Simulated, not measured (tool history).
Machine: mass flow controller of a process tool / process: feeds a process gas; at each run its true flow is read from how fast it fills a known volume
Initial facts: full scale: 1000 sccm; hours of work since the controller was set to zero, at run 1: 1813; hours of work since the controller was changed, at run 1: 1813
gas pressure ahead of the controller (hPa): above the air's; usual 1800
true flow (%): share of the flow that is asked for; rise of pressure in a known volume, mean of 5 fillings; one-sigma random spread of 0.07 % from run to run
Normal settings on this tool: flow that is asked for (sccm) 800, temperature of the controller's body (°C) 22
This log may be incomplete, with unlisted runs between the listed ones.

| run | day | flow that is asked for (sccm) | gas pressure ahead of the controller (hPa) | temperature of the controller's body (°C) | hours of work since the controller was set to zero | hours of work since the controller was changed | true flow (%) |
|---|---|---|---|---|---|---|---|
| 1 | 0.000 | 800 | 1800 | 22 | 1813 | 1813 | 99.36 |
| 2 | 4.212 | 110 | 1800 | 22 | 1863 | 1863 | 98.10 |
| 3 | 10.092 | 110 | 1800 | 22 | 1932 | 1932 | 98.06 |
| 4 | 18.379 | 110 | 1800 | 22 | 2030 | 2030 | 98.01 |
| 5 | 25.008 | 110 | 1800 | 22 | 2108 | 2108 | 98.08 |
| 6 | 32.725 | 110 | 1800 | 22 | 2199 | 2199 | 98.10 |
| 7 | 39.442 | 110 | 1800 | 22 | 2278 | 2278 | 97.90 |
| 8 | 43.517 | 427 | 1800 | 22 | 2326 | 2326 | 98.66 |
| 9 | 49.308 | 800 | 1520 | 22 | 2395 | 2395 | 99.56 |
| 10 | 53.838 | 800 | 1520 | 22 | 2448 | 2448 | 99.34 |
| 11 | 60.646 | 800 | 1520 | 22 | 2529 | 2529 | 99.46 |
| 12 | 66.008 | 800 | 1520 | 22 | 2592 | 2592 | 99.26 |
| 13 | 74.633 | 800 | 1520 | 22 | 2694 | 2694 | 99.44 |
| 14 | 82.688 | 800 | 1520 | 22 | 2789 | 2789 | 99.52 |
| 15 | 87.250 | 800 | 1800 | 22 | 2843 | 2843 | 99.35 |
| 16 | 92.762 | 800 | 2310 | 22 | 2908 | 2908 | 99.35 |
| 17 | 102.321 | 105 | 2310 | 22 | 3020 | 3020 | 97.98 |
| 18 | 109.162 | 105 | 2310 | 22 | 3101 | 3101 | 97.91 |
| 19 | 115.192 | 800 | 1480 | 22 | 3172 | 3172 | 99.31 |
| 20 | 123.338 | 800 | 1650 | 31 | 3268 | 3268 | 100.14 |
| 21 | 128.175 | 596 | 1800 | 21 | 3326 | 3326 | 98.87 |
| 22 | 135.367 | 106 | 1460 | 26 | 3410 | 3410 | 98.43 |
| 23 | 140.512 | 346 | 1460 | 20 | 3471 | 3471 | 98.32 |
| 24 | 150.204 | 162 | 2050 | 21 | 3586 | 3586 | 97.96 |
| 25 | 155.804 | 162 | 2050 | 21 | 3652 | 3652 | 98.03 |
| 26 | 160.717 | 288 | 1960 | 24 | 3710 | 3710 | 98.49 |
| 27 | 166.150 | 335 | 2460 | 22 | 3774 | 3774 | 98.20 |
| 28 | 174.362 | 800 | 1800 | 22 | 3871 | 3871 | 99.26 |
| 29 | 179.812 | 278 | 2310 | 29 | 3935 | 3935 | 98.86 |
| 30 | 188.962 | 468 | 1750 | 26 | 4043 | 4043 | 98.98 |
| 31 | 195.921 | 800 | 2510 | 21 | 4125 | 4125 | 99.26 |
| 32 | 200.746 | 102 | 1810 | 23 | 4182 | 4182 | 98.19 |
| 33 | 205.275 | 102 | 1810 | 23 | 4236 | 4236 | 98.15 |
| 34 | 211.467 | 102 | 1940 | 29 | 4309 | 4309 | 98.82 |
| 35 | 218.912 | 114 | 1800 | 32 | 4396 | 4396 | 98.98 |
| 36 | 226.358 | 378 | 1800 | 22 | 4484 | 4484 | 98.52 |
| 37 | 230.525 | 589 | 1780 | 23 | 4533 | 4533 | 99.10 |
| 38 | 236.700 | 589 | 1780 | 23 | 4606 | 4606 | 98.99 |

5 ways to go on from here, each from the tool as it stands after run 38. What would each give?
| A | 243.062 | 143 | 2450 | 30 | 4681 | 4681 | ? |
| B | 243.062 | 800 | 1660 | 37 | 4681 | 4681 | ? |
| C | 243.062 | 589 | 2540 | 37 | 4681 | 4681 | ? |
| D | 243.062 | 800 | 2250 | 23 | 4681 | 4681 | ? |
| E | 243.062 | 108 | 1930 | 23 | 4681 | 4681 | ? |

| run | true flow (%) |
|---|---|
| A | 98.72 |
| B | 100.81 |
| C | 100.20 |
| D | 99.46 |
| E | 98.02 |
Without the tool's hidden state the same runs would have given:
| run | true flow (%) |
|---|---|
| A | 98.68 |
| B | 100.80 |
| C | 100.19 |
| D | 99.45 |
| E | 97.98 |
